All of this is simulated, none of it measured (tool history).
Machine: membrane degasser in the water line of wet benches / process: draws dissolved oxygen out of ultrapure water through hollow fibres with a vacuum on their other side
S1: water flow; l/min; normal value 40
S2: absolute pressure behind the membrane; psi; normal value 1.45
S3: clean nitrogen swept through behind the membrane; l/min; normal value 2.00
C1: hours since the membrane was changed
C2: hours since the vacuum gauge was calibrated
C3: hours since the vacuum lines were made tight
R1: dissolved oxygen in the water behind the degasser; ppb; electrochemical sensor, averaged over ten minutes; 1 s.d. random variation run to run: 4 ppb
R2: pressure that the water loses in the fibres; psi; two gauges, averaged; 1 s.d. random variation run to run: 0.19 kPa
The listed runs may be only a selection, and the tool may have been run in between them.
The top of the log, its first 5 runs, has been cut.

| run | hour | S1 | S2 | S3 | C1 | C2 | C3 | R1 | R2 |
|---|---|---|---|---|---|---|---|---|---|
|  | 1326.7 | vacuum gauge calibrated |
| 6 | 1342.8 | 64 | 1.45 | 2.00 | 12210 | 16 | 1544 | 651.5 | 8.299 |
| 7 | 1540.9 | 40 | 1.45 | 2.00 | 12408 | 214 | 1742 | 394.4 | 5.223 |
| 8 | 1696.5 | 40 | 1.45 | 2.00 | 12564 | 370 | 1897 | 397.7 | 5.198 |
| 9 | 1993.0 | 63 | 1.45 | 2.00 | 12860 | 666 | 2194 | 651.0 | 8.137 |
| 10 | 2265.8 | 40 | 1.45 | 2.00 | 13133 | 939 | 2467 | 402.2 | 5.146 |
| 11 | 2469.0 | 40 | 1.45 | 2.00 | 13336 | 1142 | 2670 | 401.4 | 5.207 |
| 12 | 2698.9 | 40 | 2.45 | 2.00 | 13566 | 1372 | 2900 | 675.8 | 5.181 |
| 13 | 3010.3 | 37 | 1.45 | 2.00 | 13878 | 1684 | 3211 | 365.1 | 4.706 |
| 14 | 3284.4 | 37 | 1.45 | 2.00 | 14152 | 1958 | 3485 | 363.3 | 4.725 |
|  | 3426.1 | gauge calibrated |
| 15 | 3426.1 | 37 | 1.45 | 2.00 | 14293 | 2099 | 3627 | 359.1 | 4.917 |
| 16 | 3625.3 | 37 | 1.45 | 2.00 | 14492 | 2299 | 3826 | 362.5 | 4.940 |
| 17 | 3793.2 | 40 | 1.45 | 2.00 | 14660 | 2466 | 3994 | 393.2 | 5.275 |
| 18 | 4042.2 | 40 | 1.52 | 2.00 | 14909 | 2715 | 4243 | 419.3 | 5.246 |
|  | 4174.9 | membrane cartridge changed |
| 19 | 4283.7 | 40 | 1.15 | 2.00 | 109 | 2953 | 4480 | 308.0 | 5.208 |
| 20 | 4551.3 | 40 | 1.15 | 2.00 | 376 | 3221 | 4748 | 309.2 | 5.204 |
| 21 | 4850.3 | 53 | 1.55 | 0.94 | 675 | 3520 | 5047 | 873.6 | 6.986 |

Expected results for the next run?
| 22 | 5026.3 | 31 | 0.97 | 0.85 | 851 | 3696 | 5223 | ? | ? |

R1: 325.4 ppb
R2: 4.009 psi
Without the tool's hidden state the same run would have given R1 325.3 ppb, R2 4.061 psi.
